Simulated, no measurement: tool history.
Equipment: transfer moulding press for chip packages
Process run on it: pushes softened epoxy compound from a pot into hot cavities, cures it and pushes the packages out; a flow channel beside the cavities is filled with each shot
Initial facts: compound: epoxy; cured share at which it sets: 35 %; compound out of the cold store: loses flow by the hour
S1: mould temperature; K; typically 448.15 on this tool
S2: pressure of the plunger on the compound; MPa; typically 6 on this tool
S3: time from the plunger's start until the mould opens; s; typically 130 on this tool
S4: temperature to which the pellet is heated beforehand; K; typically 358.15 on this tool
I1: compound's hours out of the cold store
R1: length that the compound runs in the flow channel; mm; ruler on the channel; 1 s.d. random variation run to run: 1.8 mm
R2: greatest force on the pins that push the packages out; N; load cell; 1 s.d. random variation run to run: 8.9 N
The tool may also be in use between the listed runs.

run 1 hour=0 | S1=448.15 S2=6 S3=130 S4=358.15 | I1=21.5 | R1=852 R2=445
-- hour=37.3 cavities cleaned with cleaning compound and waxed
run 2 hour=90.5 | S1=448.15 S2=6 S3=130 S4=358.15 | I1=19.3 | R1=862 R2=477
-- hour=104.1 cavities cleaned with cleaning compound and waxed
run 3 hour=131 | S1=448.15 S2=6 S3=130 S4=358.15 | I1=36.9 | R1=791 R2=439
-- hour=172.8 cavities cleaned with cleaning compound and waxed
run 4 hour=201 | S1=448.15 S2=6 S3=130 S4=358.15 | I1=38.9 | R1=781 R2=454
-- hour=241.6 cavities cleaned with cleaning compound and waxed
run 5 hour=288.6 | S1=448.15 S2=6 S3=130 S4=358.15 | I1=30 | R1=815 R2=467
-- hour=310.7 cavities cleaned with cleaning compound and waxed
-- hour=334.4 plunger's sealing rings changed
run 6 hour=353.4 | S1=448.15 S2=6 S3=130 S4=358.15 | I1=35.7 | R1=804 R2=459
-- hour=380.3 cavities cleaned with cleaning compound and waxed
run 7 hour=403.3 | S1=448.15 S2=6 S3=130 S4=358.15 | I1=29 | R1=827 R2=441
-- hour=452.2 cavities cleaned with cleaning compound and waxed
run 8 hour=473.2 | S1=448.15 S2=6 S3=143 S4=358.15 | I1=36.3 | R1=799 R2=389

Run 9 is up next; what results do you expect?
-- hour=521.9 cavities cleaned with cleaning compound and waxed
run 9 hour=566.3 | S1=448.15 S2=6 S3=143 S4=358.15 | I1=25 | R1=? R2=?

{"run 9": {"R1": 836, "R2": 425}}
Take away the tool's hidden state, keep the run-to-run variation as it was, and the same run would have given R1 843 mm, R2 356 N.
